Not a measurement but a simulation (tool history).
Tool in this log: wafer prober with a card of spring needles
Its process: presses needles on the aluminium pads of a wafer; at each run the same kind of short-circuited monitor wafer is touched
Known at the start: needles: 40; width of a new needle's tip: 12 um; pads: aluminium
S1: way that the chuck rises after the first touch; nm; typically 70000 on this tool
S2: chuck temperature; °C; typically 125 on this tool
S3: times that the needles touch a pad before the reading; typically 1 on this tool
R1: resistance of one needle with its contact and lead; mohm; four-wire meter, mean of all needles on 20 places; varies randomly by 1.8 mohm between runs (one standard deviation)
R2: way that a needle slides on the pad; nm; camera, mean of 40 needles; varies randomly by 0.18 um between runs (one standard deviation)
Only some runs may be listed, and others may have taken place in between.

run,hour,S1,S2,S3,R1,R2
1,0.0,70000,125,1,191,18330
# hour 3.6: tips cleaned on abrasive film
# hour 8.0: tips cleaned on abrasive film
# hour 12.4: tips cleaned on abrasive film
# hour 15.9: tips cleaned on abrasive film
# hour 20.4: tips cleaned on abrasive film
# hour 24.8: tips cleaned on abrasive film
# hour 28.3: tips cleaned on abrasive film
# hour 32.7: tips cleaned on abrasive film
# hour 37.2: tips cleaned on abrasive film
# hour 41.6: tips cleaned on abrasive film
# hour 46.0: tips cleaned on abrasive film
# hour 50.4: tips cleaned on abrasive film
# hour 54.8: tips cleaned on abrasive film
2,57.4,70000,125,1,199,17920
# hour 59.2: tips cleaned on abrasive film
# hour 62.8: tips cleaned on abrasive film
# hour 67.2: tips cleaned on abrasive film
# hour 71.6: tips cleaned on abrasive film
# hour 76.0: tips cleaned on abrasive film
# hour 79.6: tips cleaned on abrasive film
# hour 84.0: tips cleaned on abrasive film
# hour 88.4: tips cleaned on abrasive film
# hour 92.8: tips cleaned on abrasive film
# hour 97.3: tips cleaned on abrasive film
# hour 100.8: tips cleaned on abrasive film
# hour 105.2: tips cleaned on abrasive film
# hour 109.6: tips cleaned on abrasive film
# hour 114.1: tips cleaned on abrasive film
# hour 117.6: tips cleaned on abrasive film
# hour 122.0: tips cleaned on abrasive film
# hour 126.3: tips cleaned on abrasive film
3,126.3,70000,125,1,191,17320
# hour 130.7: tips cleaned on abrasive film
# hour 135.1: tips cleaned on abrasive film
# hour 139.5: tips cleaned on abrasive film
# hour 143.1: tips cleaned on abrasive film
# hour 147.5: tips cleaned on abrasive film
# hour 151.1: tips cleaned on abrasive film
# hour 154.6: tips cleaned on abrasive film
# hour 159.0: tips cleaned on abrasive film
4,162.4,70000,125,1,203,17400
# hour 163.4: tips cleaned on abrasive film
# hour 167.8: tips cleaned on abrasive film
# hour 172.2: tips cleaned on abrasive film
# hour 175.8: tips cleaned on abrasive film
# hour 180.2: tips cleaned on abrasive film
# hour 184.6: tips cleaned on abrasive film
# hour 189.1: tips cleaned on abrasive film
# hour 192.6: tips cleaned on abrasive film
# hour 197.0: tips cleaned on abrasive film
5,199.8,89000,125,1,193,22300
# hour 200.7: tips cleaned on abrasive film
# hour 204.3: tips cleaned on abrasive film
# hour 208.7: tips cleaned on abrasive film
# hour 212.2: tips cleaned on abrasive film
# hour 216.7: tips cleaned on abrasive film
# hour 220.2: tips cleaned on abrasive film
# hour 224.6: tips cleaned on abrasive film
# hour 228.2: tips cleaned on abrasive film
# hour 232.6: tips cleaned on abrasive film
# hour 237.0: tips cleaned on abrasive film
# hour 241.4: tips cleaned on abrasive film
# hour 245.0: tips cleaned on abrasive film
# hour 249.4: tips cleaned on abrasive film
# hour 253.0: tips cleaned on abrasive film
# hour 256.8: tips cleaned on abrasive film
6,256.8,89000,125,1,192,21490
# hour 261.2: tips cleaned on abrasive film
# hour 264.7: tips cleaned on abrasive film
# hour 265.0: height of the first contact set anew
# hour 269.5: tips cleaned on abrasive film
# hour 273.9: tips cleaned on abrasive film
# hour 278.3: tips cleaned on abrasive film
# hour 281.8: tips cleaned on abrasive film
# hour 286.3: tips cleaned on abrasive film
# hour 289.8: tips cleaned on abrasive film
# hour 294.2: tips cleaned on abrasive film
# hour 297.8: tips cleaned on abrasive film
# hour 302.2: tips cleaned on abrasive film
# hour 306.6: tips cleaned on abrasive film
# hour 311.0: tips cleaned on abrasive film
# hour 314.6: tips cleaned on abrasive film
7,316.9,89000,125,1,193,23800
# hour 318.7: tips cleaned on abrasive film
# hour 322.3: tips cleaned on abrasive film
# hour 325.8: tips cleaned on abrasive film
# hour 330.3: tips cleaned on abrasive film
# hour 333.8: tips cleaned on abrasive film
# hour 338.2: tips cleaned on abrasive film
# hour 341.8: tips cleaned on abrasive film
# hour 346.2: tips cleaned on abrasive film
# hour 349.7: tips cleaned on abrasive film
# hour 354.2: tips cleaned on abrasive film
# hour 358.6: tips cleaned on abrasive film
# hour 363.0: tips cleaned on abrasive film
# hour 366.6: tips cleaned on abrasive film
# hour 371.0: tips cleaned on abrasive film
# hour 375.4: tips cleaned on abrasive film
# hour 379.8: tips cleaned on abrasive film
8,381.8,89000,125,1,196,22850
# hour 383.6: tips cleaned on abrasive film
# hour 387.2: tips cleaned on abrasive film
# hour 390.7: tips cleaned on abrasive film
# hour 395.1: tips cleaned on abrasive film
# hour 398.7: tips cleaned on abrasive film
# hour 403.1: tips cleaned on abrasive film
# hour 407.5: tips cleaned on abrasive film
# hour 411.1: tips cleaned on abrasive film
# hour 415.5: tips cleaned on abrasive film
# hour 419.1: tips cleaned on abrasive film
# hour 422.6: tips cleaned on abrasive film
9,423.0,89000,125,1,192,22830
# hour 426.5: tips cleaned on abrasive film
# hour 430.1: tips cleaned on abrasive film
# hour 433.6: tips cleaned on abrasive film
# hour 438.0: tips cleaned on abrasive film
# hour 442.5: tips cleaned on abrasive film
# hour 446.0: tips cleaned on abrasive film
# hour 450.4: tips cleaned on abrasive film
# hour 454.8: tips cleaned on abrasive film
# hour 459.3: tips cleaned on abrasive film
# hour 463.7: tips cleaned on abrasive film
# hour 468.1: tips cleaned on abrasive film
# hour 472.5: tips cleaned on abrasive film
# hour 476.9: tips cleaned on abrasive film
# hour 481.3: tips cleaned on abrasive film
# hour 485.8: tips cleaned on abrasive film
# hour 489.3: tips cleaned on abrasive film
10,491.6,64000,82,3,189,15640
# hour 493.4: tips cleaned on abrasive film
# hour 497.8: tips cleaned on abrasive film
# hour 502.2: tips cleaned on abrasive film
# hour 505.8: tips cleaned on abrasive film
# hour 510.2: tips cleaned on abrasive film
# hour 514.6: tips cleaned on abrasive film
# hour 519.1: tips cleaned on abrasive film
# hour 522.6: tips cleaned on abrasive film
# hour 527.0: tips cleaned on abrasive film
# hour 530.6: tips cleaned on abrasive film
# hour 535.0: tips cleaned on abrasive film
11,535.4,64000,82,3,190,15270
# hour 539.0: tips cleaned on abrasive film
# hour 543.4: tips cleaned on abrasive film
# hour 546.9: tips cleaned on abrasive film
# hour 551.4: tips cleaned on abrasive film
# hour 555.8: tips cleaned on abrasive film
# hour 560.2: tips cleaned on abrasive film
# hour 564.6: tips cleaned on abrasive film
# hour 569.0: tips cleaned on abrasive film
# hour 573.4: tips cleaned on abrasive film
# hour 577.9: tips cleaned on abrasive film
# hour 582.3: tips cleaned on abrasive film
# hour 586.7: tips cleaned on abrasive film
# hour 590.3: tips cleaned on abrasive film
# hour 594.7: tips cleaned on abrasive film
# hour 598.2: tips cleaned on abrasive film
# hour 602.6: tips cleaned on abrasive film
# hour 607.1: tips cleaned on abrasive film
# hour 611.5: tips cleaned on abrasive film
12,614.1,64000,82,3,196,15180
# hour 615.9: tips cleaned on abrasive film
# hour 619.4: tips cleaned on abrasive film
# hour 623.9: tips cleaned on abrasive film
# hour 628.3: tips cleaned on abrasive film
# hour 631.8: tips cleaned on abrasive film
# hour 636.2: tips cleaned on abrasive film
# hour 640.0: height of the first contact set anew
# hour 641.0: tips cleaned on abrasive film
# hour 645.4: tips cleaned on abrasive film
# hour 649.8: tips cleaned on abrasive film
# hour 654.2: tips cleaned on abrasive film
# hour 658.6: tips cleaned on abrasive film
# hour 662.2: tips cleaned on abrasive film
# hour 665.7: tips cleaned on abrasive film
# hour 670.2: tips cleaned on abrasive film
# hour 674.6: tips cleaned on abrasive film
# hour 679.0: tips cleaned on abrasive film
13,680.7,70000,125,3,196,18480
# hour 682.7: tips cleaned on abrasive film
# hour 687.1: tips cleaned on abrasive film
# hour 690.7: tips cleaned on abrasive film
# hour 695.1: tips cleaned on abrasive film
# hour 698.6: tips cleaned on abrasive film
# hour 703.0: tips cleaned on abrasive film
# hour 707.5: tips cleaned on abrasive film
# hour 711.0: tips cleaned on abrasive film
# hour 715.4: tips cleaned on abrasive film
# hour 719.8: tips cleaned on abrasive film
# hour 724.3: tips cleaned on abrasive film
14,726.0,70000,125,3,201,18330
# hour 727.9: tips cleaned on abrasive film
# hour 731.4: tips cleaned on abrasive film
# hour 735.9: tips cleaned on abrasive film
# hour 739.4: tips cleaned on abrasive film
# hour 743.8: tips cleaned on abrasive film
# hour 748.2: tips cleaned on abrasive film
# hour 751.8: tips cleaned on abrasive film
# hour 756.2: tips cleaned on abrasive film
# hour 760.6: tips cleaned on abrasive film
# hour 764.2: tips cleaned on abrasive film
# hour 768.6: tips cleaned on abrasive film
# hour 773.0: tips cleaned on abrasive film
# hour 777.4: tips cleaned on abrasive film
# hour 781.9: tips cleaned on abrasive film
# hour 786.3: tips cleaned on abrasive film
15,789.6,70000,125,3,197,18070

Consider 3 possible next runs. They are alternatives, not a sequence: every one starts from the tool as it was left by run 15. What does each give?
# hour 790.5: tips cleaned on abrasive film
# hour 794.1: tips cleaned on abrasive film
# hour 797.6: tips cleaned on abrasive film
# hour 802.1: tips cleaned on abrasive film
# hour 805.6: tips cleaned on abrasive film
# hour 810.0: tips cleaned on abrasive film
# hour 813.6: tips cleaned on abrasive film
# hour 818.0: tips cleaned on abrasive film
# hour 822.4: tips cleaned on abrasive film
# hour 826.0: tips cleaned on abrasive film
# hour 830.4: tips cleaned on abrasive film
# hour 834.8: tips cleaned on abrasive film
# hour 838.4: tips cleaned on abrasive film
# hour 842.8: tips cleaned on abrasive film
# hour 846.3: tips cleaned on abrasive film
# hour 850.7: tips cleaned on abrasive film
# hour 855.2: tips cleaned on abrasive film
A,856.1,81000,125,2,?,?
# hour 790.5: tips cleaned on abrasive film
# hour 794.1: tips cleaned on abrasive film
# hour 797.6: tips cleaned on abrasive film
# hour 802.1: tips cleaned on abrasive film
# hour 805.6: tips cleaned on abrasive film
# hour 810.0: tips cleaned on abrasive film
# hour 813.6: tips cleaned on abrasive film
# hour 818.0: tips cleaned on abrasive film
# hour 822.4: tips cleaned on abrasive film
# hour 826.0: tips cleaned on abrasive film
# hour 830.4: tips cleaned on abrasive film
# hour 834.8: tips cleaned on abrasive film
# hour 838.4: tips cleaned on abrasive film
# hour 842.8: tips cleaned on abrasive film
# hour 846.3: tips cleaned on abrasive film
# hour 850.7: tips cleaned on abrasive film
# hour 855.2: tips cleaned on abrasive film
B,856.1,65000,34,3,?,?
# hour 790.5: tips cleaned on abrasive film
# hour 794.1: tips cleaned on abrasive film
# hour 797.6: tips cleaned on abrasive film
# hour 802.1: tips cleaned on abrasive film
# hour 805.6: tips cleaned on abrasive film
# hour 810.0: tips cleaned on abrasive film
# hour 813.6: tips cleaned on abrasive film
# hour 818.0: tips cleaned on abrasive film
# hour 822.4: tips cleaned on abrasive film
# hour 826.0: tips cleaned on abrasive film
# hour 830.4: tips cleaned on abrasive film
# hour 834.8: tips cleaned on abrasive film
# hour 838.4: tips cleaned on abrasive film
# hour 842.8: tips cleaned on abrasive film
# hour 846.3: tips cleaned on abrasive film
# hour 850.7: tips cleaned on abrasive film
# hour 855.2: tips cleaned on abrasive film
C,856.1,90000,112,1,?,?

run,R1,R2
A,197,20850
B,180,16250
C,193,22900
Without the tool's hidden state the same runs would have given:
run,R1,R2
A,190,22270
B,170,17660
C,186,24310
